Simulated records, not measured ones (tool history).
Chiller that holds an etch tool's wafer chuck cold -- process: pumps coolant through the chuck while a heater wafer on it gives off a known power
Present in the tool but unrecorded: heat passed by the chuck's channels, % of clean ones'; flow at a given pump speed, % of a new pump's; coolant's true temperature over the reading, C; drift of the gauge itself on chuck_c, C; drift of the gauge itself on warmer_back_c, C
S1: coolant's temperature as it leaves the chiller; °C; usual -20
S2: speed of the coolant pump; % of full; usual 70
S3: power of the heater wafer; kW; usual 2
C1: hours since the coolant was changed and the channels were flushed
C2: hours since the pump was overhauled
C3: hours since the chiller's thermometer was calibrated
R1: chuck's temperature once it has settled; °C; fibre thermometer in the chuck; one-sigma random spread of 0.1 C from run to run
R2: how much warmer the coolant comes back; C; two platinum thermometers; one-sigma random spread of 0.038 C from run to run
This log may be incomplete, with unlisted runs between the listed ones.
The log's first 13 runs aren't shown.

| run | hour | S1 | S2 | S3 | C1 | C2 | C3 | R1 | R2 |
|---|---|---|---|---|---|---|---|---|---|
| 14 | 304.3 | -20 | 70 | 2 | 703 | 802 | 425 | -2.4 | 7.83 |
| 15 | 332.1 | -20 | 70 | 2 | 730 | 830 | 453 | -2.5 | 7.83 |
| 16 | 356.8 | -20 | 70 | 2 | 755 | 855 | 478 | -2.2 | 7.96 |
| 17 | 383.2 | -20 | 70 | 2 | 782 | 881 | 504 | -2.2 | 7.9 |
| 18 | 413.5 | -20 | 70 | 2 | 812 | 911 | 534 | -2.4 | 7.92 |
| 19 | 431.9 | -10 | 62 | 2 | 830 | 930 | 553 | 9.3 | 8.94 |
| 20 | 458.1 | -16 | 84 | 2 | 856 | 956 | 579 | -0.5 | 6.41 |
| 21 | 489.9 | -17 | 93 | 1.549 | 888 | 988 | 611 | -6.1 | 4.48 |
| 22 | 524.5 | -22 | 91 | 2 | 923 | 1022 | 645 | -7.2 | 5.87 |
| 23 | 554.8 | -22 | 91 | 2 | 953 | 1053 | 676 | -7.5 | 5.87 |
| 24 | 580.5 | -22 | 91 | 2 | 979 | 1078 | 701 | -7.4 | 5.87 |
| 25 | 598.7 | -20 | 70 | 1.145 | 997 | 1097 | 720 | -10 | 4.52 |
| 26 | 624.2 | -20 | 70 | 1.145 | 1023 | 1122 | 745 | -9.8 | 4.54 |
| 27 | 652.6 | -13 | 69 | 2 | 1051 | 1151 | 774 | 4.9 | 8.05 |
| 28 | 675.3 | -13 | 69 | 2 | 1074 | 1173 | 796 | 5 | 8.05 |
| 29 | 701 | -29 | 60 | 2.122 | 1099 | 1199 | 822 | -7.8 | 9.99 |
| 30 | 730.9 | -21 | 88 | 1.136 | 1129 | 1229 | 852 | -12.6 | 3.49 |
| 31 | 751.2 | -20 | 70 | 1.62 | 1150 | 1249 | 872 | -5.7 | 6.38 |
| 32 | 771.2 | -26 | 88 | 2.239 | 1170 | 1269 | 892 | -9.1 | 6.83 |

Each row is a separate what-if for the run after 32, all from the same tool condition, not one after another. Results?
| A | 800.9 | -15 | 88 | 2.239 | 1199 | 1299 | 922 | ? | ? |
| B | 800.9 | -13 | 88 | 2.239 | 1199 | 1299 | 922 | ? | ? |
| C | 800.9 | -20 | 70 | 2.806 | 1199 | 1299 | 922 | ? | ? |

| run | R1 | R2 |
|---|---|---|
| A | 2.1 | 6.86 |
| B | 4.1 | 6.87 |
| C | 5.2 | 11.05 |
Take away the tool's hidden state, keep each run's random variation, and the runs would have read:
| run | R1 | R2 |
|---|---|---|
| A | 1.7 | 6.77 |
| B | 3.7 | 6.78 |
| C | 4.5 | 10.9 |
